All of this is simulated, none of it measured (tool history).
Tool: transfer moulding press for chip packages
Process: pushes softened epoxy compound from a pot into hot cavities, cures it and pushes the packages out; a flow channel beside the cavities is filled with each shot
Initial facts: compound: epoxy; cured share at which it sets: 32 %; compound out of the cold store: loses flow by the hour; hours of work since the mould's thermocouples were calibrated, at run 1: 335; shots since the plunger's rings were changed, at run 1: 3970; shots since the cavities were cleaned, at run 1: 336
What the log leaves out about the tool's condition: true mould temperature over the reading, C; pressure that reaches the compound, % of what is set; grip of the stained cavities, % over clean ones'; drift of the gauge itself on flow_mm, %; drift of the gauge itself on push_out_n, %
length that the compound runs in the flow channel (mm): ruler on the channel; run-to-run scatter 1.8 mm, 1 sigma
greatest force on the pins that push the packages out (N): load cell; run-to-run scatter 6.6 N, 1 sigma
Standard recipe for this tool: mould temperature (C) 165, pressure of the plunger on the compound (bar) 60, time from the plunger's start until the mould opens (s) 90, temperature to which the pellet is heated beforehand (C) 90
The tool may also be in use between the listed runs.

| run | hour | mould temperature (C) | pressure of the plunger on the compound (bar) | time from the plunger's start until the mould opens (s) | temperature to which the pellet is heated beforehand (C) | hours of work since the mould's thermocouples were calibrated | shots since the plunger's rings were changed | shots since the cavities were cleaned | incoming compound's hours out of the cold store | length that the compound runs in the flow channel (mm) | greatest force on the pins that push the packages out (N) |
|---|---|---|---|---|---|---|---|---|---|---|---|
| 1 | 0 | 165 | 60 | 90 | 90 | 335 | 3970 | 336 | 18.5 | 495 | 352 |
| 2 | 30.8 | 165 | 60 | 90 | 90 | 354 | 4356 | 722 | 21.2 | 485 | 417 |
|  | 45.6 | plunger's sealing rings changed |
|  | 51.2 | cavities cleaned with cleaning compound and waxed |
| 3 | 56.5 | 159 | 60 | 90 | 90 | 367 | 119 | 67 | 22.2 | 522 | 372 |
| 4 | 80.5 | 165 | 52.4 | 90 | 90 | 382 | 420 | 368 | 20.9 | 482 | 372 |
| 5 | 109.6 | 165 | 52.4 | 90 | 90 | 400 | 784 | 732 | 8.2 | 525 | 452 |
|  | 125.6 | cavities cleaned with cleaning compound and waxed |
| 6 | 147.8 | 165 | 60 | 90 | 90 | 423 | 1243 | 277 | 24.3 | 499 | 357 |
| 7 | 167.9 | 165 | 60 | 90 | 90 | 436 | 1495 | 529 | 29.3 | 479 | 389 |
| 8 | 190 | 165 | 60 | 90 | 90 | 449 | 1772 | 806 | 37 | 450 | 424 |
|  | 200.9 | cavities cleaned with cleaning compound and waxed |
| 9 | 216.5 | 165 | 60 | 90 | 90 | 465 | 2086 | 196 | 38.3 | 447 | 330 |
| 10 | 256.4 | 165 | 60 | 90 | 90 | 490 | 2585 | 695 | 39.5 | 439 | 425 |
|  | 275.1 | cavities cleaned with cleaning compound and waxed |
| 11 | 287 | 169 | 60 | 90 | 90 | 508 | 2950 | 149 | 28.5 | 468 | 304 |
| 12 | 318.9 | 169 | 60 | 90 | 90 | 527 | 3349 | 548 | 24.8 | 474 | 381 |
| 13 | 341.6 | 169 | 60 | 90 | 90 | 542 | 3635 | 834 | 24.5 | 476 | 421 |
|  | 351.5 | cavities cleaned with cleaning compound and waxed |
| 14 | 367.3 | 169 | 60 | 90 | 90 | 557 | 3938 | 199 | 28.2 | 462 | 299 |
| 15 | 395.2 | 170 | 60 | 77 | 90 | 574 | 4287 | 548 | 24.6 | 465 | 381 |
|  | 415.7 | plunger's sealing rings changed |
|  | 429.5 | cavities cleaned with cleaning compound and waxed |
| 16 | 431.3 | 170 | 60 | 77 | 90 | 594 | 178 | 23 | 8.7 | 556 | 267 |
| 17 | 468.7 | 170 | 60 | 77 | 90 | 617 | 646 | 491 | 43 | 440 | 383 |
|  | 505.9 | cavities cleaned with cleaning compound and waxed |
| 18 | 509 | 158 | 52 | 79 | 96 | 641 | 1133 | 40 | 43.5 | 411 | 415 |
| 19 | 553 | 171 | 56.3 | 125 | 90 | 669 | 1684 | 591 | 41.7 | 417 | 384 |
|  | 580.7 | cavities cleaned with cleaning compound and waxed |
| 20 | 582.7 | 170 | 57.7 | 125 | 90 | 686 | 2036 | 25 | 27.8 | 466 | 258 |
| 21 | 603.5 | 171 | 45.2 | 90 | 96 | 699 | 2297 | 286 | 39.2 | 378 | 324 |
| 22 | 622.7 | 171 | 45.2 | 90 | 96 | 711 | 2539 | 528 | 30.9 | 397 | 374 |
|  | 654.9 | cavities cleaned with cleaning compound and waxed |
| 23 | 654.9 | 163 | 59.3 | 98 | 88 | 730 | 2923 | 0 | 18 | 505 | 255 |
| 24 | 678.1 | 163 | 59.3 | 98 | 88 | 744 | 3213 | 290 | 38.4 | 436 | 345 |
| 25 | 717.4 | 167 | 60 | 90 | 92 | 769 | 3706 | 783 | 31.6 | 456 | 412 |
|  | 730.8 | cavities cleaned with cleaning compound and waxed |
|  | 738.1 | mould's thermocouples calibrated |
| 26 | 756.1 | 167 | 60 | 90 | 92 | 11 | 4146 | 291 | 45.2 | 408 | 357 |
|  | 785.2 | plunger's sealing rings changed |
| 27 | 785.2 | 167 | 60 | 90 | 92 | 28 | 0 | 625 | 16.6 | 534 | 422 |

Predict each of these 5 candidate next runs independently; none follows another, all start after run 27:
|  | 812.5 | cavities cleaned with cleaning compound and waxed |
| A | 826.2 | 162 | 60 | 88 | 90 | 52 | 495 | 172 | 36.3 | ? | ? |
|  | 812.5 | cavities cleaned with cleaning compound and waxed |
| B | 826.2 | 170 | 60 | 90 | 92 | 52 | 495 | 172 | 22.4 | ? | ? |
|  | 812.5 | cavities cleaned with cleaning compound and waxed |
| C | 826.2 | 165 | 49.6 | 90 | 85 | 52 | 495 | 172 | 36.5 | ? | ? |
|  | 812.5 | cavities cleaned with cleaning compound and waxed |
| D | 826.2 | 167 | 60 | 109 | 82 | 52 | 495 | 172 | 24 | ? | ? |
|  | 812.5 | cavities cleaned with cleaning compound and waxed |
| E | 826.2 | 167 | 60 | 90 | 80 | 52 | 495 | 172 | 27.4 | ? | ? |

| run | length that the compound runs in the flow channel (mm) | greatest force on the pins that push the packages out (N) |
|---|---|---|
| A | 468 | 365 |
| B | 507 | 316 |
| C | 421 | 328 |
| D | 505 | 304 |
| E | 495 | 310 |
With the hidden condition removed and each run's random variation left untouched, the same runs would have given:
| run | length that the compound runs in the flow channel (mm) | greatest force on the pins that push the packages out (N) |
|---|---|---|
| A | 472 | 292 |
| B | 510 | 254 |
| C | 424 | 264 |
| D | 509 | 244 |
| E | 499 | 249 |
